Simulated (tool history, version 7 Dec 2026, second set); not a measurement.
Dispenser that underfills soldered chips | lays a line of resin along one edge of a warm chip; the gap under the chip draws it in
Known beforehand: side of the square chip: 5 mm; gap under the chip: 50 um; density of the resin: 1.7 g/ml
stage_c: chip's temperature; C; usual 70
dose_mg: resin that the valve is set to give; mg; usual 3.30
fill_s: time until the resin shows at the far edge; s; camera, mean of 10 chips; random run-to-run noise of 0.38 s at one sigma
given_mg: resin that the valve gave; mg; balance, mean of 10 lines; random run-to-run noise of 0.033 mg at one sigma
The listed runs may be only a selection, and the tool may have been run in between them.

| run | hour | stage_c | dose_mg | fill_s | given_mg |
|---|---|---|---|---|---|
| 1 | 0.0 | 70 | 3.30 | 27.5 | 3.24 |
| 2 | 7.7 | 70 | 3.30 | 27.2 | 3.20 |
| 3 | 13.4 | 70 | 3.30 | 24.0 | 3.21 |
| 4 | 17.3 | 70 | 3.64 | 27.7 | 3.52 |
| 5 | 25.0 | 70 | 3.64 | 25.8 | 3.47 |
| 6 | 31.5 | 70 | 3.64 | 25.5 | 3.45 |
| 7 | 39.1 | 70 | 3.64 | 31.1 | 3.43 |
| 8 | 45.1 | 70 | 3.30 | 27.9 | 3.09 |
| 9 | 48.9 | 70 | 3.30 | 24.9 | 3.14 |
| 10 | 52.5 | 70 | 3.30 | 27.2 | 3.18 |
| 11 | 60.6 | 70 | 3.30 | 27.0 | 3.08 |
| 12 | 68.1 | 70 | 3.30 | 25.2 | 3.07 |
| 13 | 73.3 | 70 | 3.30 | 29.4 | 3.16 |
| 14 | 78.1 | 70 | 3.30 | 26.4 | 3.12 |
| 15 | 85.7 | 70 | 3.30 | 26.1 | 3.12 |
| 16 | 90.0 | 70 | 3.30 | 28.4 | 3.05 |
| 17 | 96.0 | 70 | 3.30 | 26.9 | 3.06 |
| 18 | 101.4 | 70 | 3.30 | 29.8 | 3.01 |
| 19 | 109.6 | 70 | 3.30 | 30.3 | 3.05 |
| 20 | 115.8 | 79 | 4.30 | 17.4 | 3.99 |
| 21 | 124.6 | 77 | 3.24 | 19.0 | 3.18 |
| 22 | 131.3 | 77 | 3.24 | 17.9 | 3.22 |
| 23 | 135.2 | 78 | 2.98 | 19.1 | 2.94 |
| 24 | 139.2 | 76 | 2.98 | 18.5 | 2.99 |
| 25 | 143.6 | 60 | 2.85 | 52.0 | 2.81 |
| 26 | 147.2 | 60 | 2.85 | 56.5 | 2.84 |
| 27 | 151.9 | 60 | 4.18 | 47.6 | 4.08 |
| 28 | 156.7 | 60 | 4.18 | 43.3 | 4.12 |
| 29 | 162.1 | 70 | 2.96 | 29.8 | 2.84 |
| 30 | 167.8 | 57 | 3.56 | 54.2 | 3.50 |
| 31 | 174.7 | 57 | 3.56 | 51.7 | 3.50 |
| 32 | 178.8 | 56 | 3.45 | 62.3 | 3.31 |
| 33 | 184.8 | 67 | 3.01 | 30.4 | 2.94 |
| 34 | 190.1 | 85 | 3.72 | 13.6 | 3.60 |
| 35 | 195.5 | 77 | 3.38 | 19.4 | 3.24 |

Removed from this log: 23 entries logged between the listed runs. Between which two listed runs does each belong, and how does the tool's hidden state at the listed run before it compare with that at the listed run after it?
In the gap between runs 1 and 2: new syringe of resin (hour 4.1)
  resin's viscosity, % of fresh resin's: 112.8 -> 111.5; dose that the valve gives, % of what is set: 96.54 -> 96.24; true chip temperature over the reading, C: -0.84 -> -0.86
  measured minus no-state result, fill_s: +4.3 -> +4.1 s; given_mg: -0.11 -> -0.12 mg
In the gap between runs 2 and 3: new syringe of resin (hour 13.0)
  resin's viscosity, % of fresh resin's: 111.5 -> 101.1; dose that the valve gives, % of what is set: 96.24 -> 96.03; true chip temperature over the reading, C: -0.86 -> -0.87
  measured minus no-state result, fill_s: +4.1 -> +1.5 s; given_mg: -0.12 -> -0.13 mg
In the gap between runs 4 and 5: new syringe of resin (hour 21.7)
  resin's viscosity, % of fresh resin's: 112.1 -> 107.6; dose that the valve gives, % of what is set: 95.89 -> 95.6; true chip temperature over the reading, C: -0.87 -> -0.89
  measured minus no-state result, fill_s: +4.2 -> +3.0 s; given_mg: -0.15 -> -0.16 mg
In the gap between runs 5 and 6: new syringe of resin (hour 30.8)
  resin's viscosity, % of fresh resin's: 107.6 -> 102.6; dose that the valve gives, % of what is set: 95.6 -> 95.37; true chip temperature over the reading, C: -0.89 -> -0.9
  measured minus no-state result, fill_s: +3.0 -> +1.9 s; given_mg: -0.16 -> -0.17 mg
In the gap between runs 7 and 8: new syringe of resin (hour 40.0)
  resin's viscosity, % of fresh resin's: 126.1 -> 114.4; dose that the valve gives, % of what is set: 95.09 -> 94.87; true chip temperature over the reading, C: -0.92 -> -0.93
  measured minus no-state result, fill_s: +7.6 -> +4.9 s; given_mg: -0.17 -> -0.17 mg
In the gap between runs 8 and 9: new syringe of resin (hour 48.9)
  resin's viscosity, % of fresh resin's: 114.4 -> 98.8; dose that the valve gives, % of what is set: 94.87 -> 94.74; true chip temperature over the reading, C: -0.93 -> -0.94
  measured minus no-state result, fill_s: +4.9 -> +1.1 s; given_mg: -0.17 -> -0.18 mg
In the gap between runs 10 and 11: new syringe of resin (hour 57.9)
  resin's viscosity, % of fresh resin's: 109.1 -> 108.2; dose that the valve gives, % of what is set: 94.61 -> 94.33; true chip temperature over the reading, C: -0.94 -> -0.96
  measured minus no-state result, fill_s: +3.7 -> +3.4 s; given_mg: -0.17 -> -0.19 mg
In the gap between runs 11 and 12: new syringe of resin (hour 66.6)
  resin's viscosity, % of fresh resin's: 108.2 -> 102; dose that the valve gives, % of what is set: 94.33 -> 94.03; true chip temperature over the reading, C: -0.96 -> -0.98
  measured minus no-state result, fill_s: +3.4 -> +2.0 s; given_mg: -0.19 -> -0.20 mg
In the gap between runs 13 and 14: new syringe of resin (hour 75.6)
  resin's viscosity, % of fresh resin's: 117.4 -> 106.9; dose that the valve gives, % of what is set: 93.83 -> 93.65; true chip temperature over the reading, C: -0.99 -> -1
  measured minus no-state result, fill_s: +5.9 -> +3.2 s; given_mg: -0.21 -> -0.21 mg
In the gap between runs 14 and 15: new syringe of resin (hour 84.5)
  resin's viscosity, % of fresh resin's: 106.9 -> 102.6; dose that the valve gives, % of what is set: 93.65 -> 93.39; true chip temperature over the reading, C: -1 -> -1.01
  measured minus no-state result, fill_s: +3.2 -> +2.3 s; given_mg: -0.21 -> -0.22 mg
In the gap between runs 16 and 17: new syringe of resin (hour 93.7)
  resin's viscosity, % of fresh resin's: 115.5 -> 106.4; dose that the valve gives, % of what is set: 93.24 -> 93.03; true chip temperature over the reading, C: -1.02 -> -1.03
  measured minus no-state result, fill_s: +5.4 -> +3.3 s; given_mg: -0.22 -> -0.22 mg
In the gap between runs 18 and 19: new syringe of resin (hour 102.3)
  resin's viscosity, % of fresh resin's: 123.3 -> 122.3; dose that the valve gives, % of what is set: 92.83 -> 92.52; true chip temperature over the reading, C: -1.04 -> -1.06
  measured minus no-state result, fill_s: +7.4 -> +7.2 s; given_mg: -0.23 -> -0.25 mg
In the gap between runs 19 and 20: new syringe of resin (hour 111.2)
  resin's viscosity, % of fresh resin's: 122.3 -> 114; dose that the valve gives, % of what is set: 92.52 -> 92.3; true chip temperature over the reading, C: -1.06 -> -1.07
  measured minus no-state result, fill_s: +7.2 -> +2.9 s; given_mg: -0.25 -> -0.33 mg
In the gap between runs 20 and 21: dispensing valve cleaned and set on the balance (hour 118.3); new syringe of resin (hour 120.9)
  resin's viscosity, % of fresh resin's: 114 -> 111.4; dose that the valve gives, % of what is set: 92.3 -> 99.37; true chip temperature over the reading, C: -1.07 -> -1.09
  measured minus no-state result, fill_s: +2.9 -> +2.9 s; given_mg: -0.33 -> -0.02 mg
In the gap between runs 21 and 22: new syringe of resin (hour 129.8)
  resin's viscosity, % of fresh resin's: 111.4 -> 104.2; dose that the valve gives, % of what is set: 99.37 -> 99.13; true chip temperature over the reading, C: -1.09 -> -1.1
  measured minus no-state result, fill_s: +2.9 -> +1.7 s; given_mg: -0.02 -> -0.03 mg
In the gap between runs 23 and 24: new syringe of resin (hour 138.9)
  resin's viscosity, % of fresh resin's: 115.9 -> 101.6; dose that the valve gives, % of what is set: 98.98 -> 98.85; true chip temperature over the reading, C: -1.11 -> -1.12
  measured minus no-state result, fill_s: +3.5 -> +1.4 s; given_mg: -0.03 -> -0.03 mg
In the gap between runs 26 and 27: new syringe of resin (hour 148.1)
  resin's viscosity, % of fresh resin's: 126.4 -> 111.7; dose that the valve gives, % of what is set: 98.55 -> 98.39; true chip temperature over the reading, C: -1.14 -> -1.15
  measured minus no-state result, fill_s: +14.8 -> +7.7 s; given_mg: -0.04 -> -0.07 mg
In the gap between runs 27 and 28: new syringe of resin (hour 156.7)
  resin's viscosity, % of fresh resin's: 111.7 -> 101.7; dose that the valve gives, % of what is set: 98.39 -> 98.22; true chip temperature over the reading, C: -1.15 -> -1.16
  measured minus no-state result, fill_s: +7.7 -> +3.5 s; given_mg: -0.07 -> -0.07 mg
In the gap between runs 29 and 30: new syringe of resin (hour 165.8)
  resin's viscosity, % of fresh resin's: 117.8 -> 106.8; dose that the valve gives, % of what is set: 98 -> 97.8; true chip temperature over the reading, C: -1.17 -> -1.18
  measured minus no-state result, fill_s: +6.1 -> +7.0 s; given_mg: -0.05 -> -0.08 mg
In the gap between runs 30 and 31: new syringe of resin (hour 174.5)
  resin's viscosity, % of fresh resin's: 106.8 -> 100.8; dose that the valve gives, % of what is set: 97.8 -> 97.58; true chip temperature over the reading, C: -1.18 -> -1.19
  measured minus no-state result, fill_s: +7.0 -> +3.9 s; given_mg: -0.08 -> -0.09 mg
In the gap between runs 32 and 33: new syringe of resin (hour 183.6)
  resin's viscosity, % of fresh resin's: 112.6 -> 102.9; dose that the valve gives, % of what is set: 97.42 -> 97.21; true chip temperature over the reading, C: -1.2 -> -1.21
  measured minus no-state result, fill_s: +10.8 -> +2.9 s; given_mg: -0.09 -> -0.08 mg
In the gap between runs 34 and 35: new syringe of resin (hour 192.2)
  resin's viscosity, % of fresh resin's: 118.9 -> 109.4; dose that the valve gives, % of what is set: 97.01 -> 96.8; true chip temperature over the reading, C: -1.23 -> -1.24
  measured minus no-state result, fill_s: +2.9 -> +2.8 s; given_mg: -0.11 -> -0.11 mg

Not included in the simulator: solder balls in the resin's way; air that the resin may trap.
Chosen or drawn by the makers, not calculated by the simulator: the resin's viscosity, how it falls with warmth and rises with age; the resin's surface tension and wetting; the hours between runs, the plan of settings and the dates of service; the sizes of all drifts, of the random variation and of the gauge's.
